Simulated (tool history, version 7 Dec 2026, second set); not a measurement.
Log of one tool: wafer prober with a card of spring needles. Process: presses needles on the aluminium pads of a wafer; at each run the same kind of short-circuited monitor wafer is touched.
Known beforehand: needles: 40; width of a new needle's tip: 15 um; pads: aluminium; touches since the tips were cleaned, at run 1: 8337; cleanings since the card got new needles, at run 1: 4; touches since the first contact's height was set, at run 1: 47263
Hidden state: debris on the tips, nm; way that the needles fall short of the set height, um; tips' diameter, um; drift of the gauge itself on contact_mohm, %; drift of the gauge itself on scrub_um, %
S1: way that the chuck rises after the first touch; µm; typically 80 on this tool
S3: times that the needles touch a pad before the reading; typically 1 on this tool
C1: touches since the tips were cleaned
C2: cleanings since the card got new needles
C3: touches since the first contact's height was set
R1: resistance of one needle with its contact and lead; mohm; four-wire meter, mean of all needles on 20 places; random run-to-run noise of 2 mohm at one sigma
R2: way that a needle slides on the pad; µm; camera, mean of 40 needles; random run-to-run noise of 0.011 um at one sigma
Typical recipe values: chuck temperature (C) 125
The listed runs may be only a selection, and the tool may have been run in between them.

{"run": 1, "day": 0.0, "S1": 80, "chuck temperature (C)": 125, "S3": 1, "C1": 8337, "C2": 4, "C3": 47263, "R1": 213, "R2": 11.49}
{"day": 0.038, "done": "tips cleaned on abrasive film"}
{"run": 2, "day": 0.283, "S1": 80, "chuck temperature (C)": 125, "S3": 1, "C1": 1480, "C2": 5, "C3": 48948, "R1": 213, "R2": 11.5}
{"run": 3, "day": 0.65, "S1": 80, "chuck temperature (C)": 125, "S3": 1, "C1": 3693, "C2": 5, "C3": 51161, "R1": 217, "R2": 11.52}
{"run": 4, "day": 1.042, "S1": 80, "chuck temperature (C)": 125, "S3": 1, "C1": 6062, "C2": 5, "C3": 53530, "R1": 216, "R2": 11.51}
{"run": 5, "day": 1.262, "S1": 80, "chuck temperature (C)": 125, "S3": 1, "C1": 7391, "C2": 5, "C3": 54859, "R1": 214, "R2": 11.51}
{"day": 1.446, "done": "tips cleaned on abrasive film"}
{"run": 6, "day": 1.596, "S1": 80, "chuck temperature (C)": 125, "S3": 1, "C1": 889, "C2": 6, "C3": 56839, "R1": 212, "R2": 11.5}
{"run": 7, "day": 1.971, "S1": 80, "chuck temperature (C)": 125, "S3": 1, "C1": 3151, "C2": 6, "C3": 59101, "R1": 213, "R2": 11.52}
{"run": 8, "day": 2.308, "S1": 80, "chuck temperature (C)": 125, "S3": 1, "C1": 5197, "C2": 6, "C3": 61147, "R1": 220, "R2": 11.51}
{"run": 9, "day": 2.55, "S1": 83, "chuck temperature (C)": 45, "S3": 1, "C1": 6659, "C2": 6, "C3": 62609, "R1": 195, "R2": 11.95}

Expected results for the next run?
{"day": 2.862, "done": "tips cleaned on abrasive film"}
{"run": 10, "day": 2.912, "S1": 80, "chuck temperature (C)": 83, "S3": 1, "C1": 309, "C2": 7, "C3": 64780, "R1": "?", "R2": "?"}

{"run 10": {"R1": 202, "R2": 11.52}}
Take away the tool's hidden state, keep the run-to-run variation as it was, and the same run would have given R1 202 mohm, R2 11.52 µm.

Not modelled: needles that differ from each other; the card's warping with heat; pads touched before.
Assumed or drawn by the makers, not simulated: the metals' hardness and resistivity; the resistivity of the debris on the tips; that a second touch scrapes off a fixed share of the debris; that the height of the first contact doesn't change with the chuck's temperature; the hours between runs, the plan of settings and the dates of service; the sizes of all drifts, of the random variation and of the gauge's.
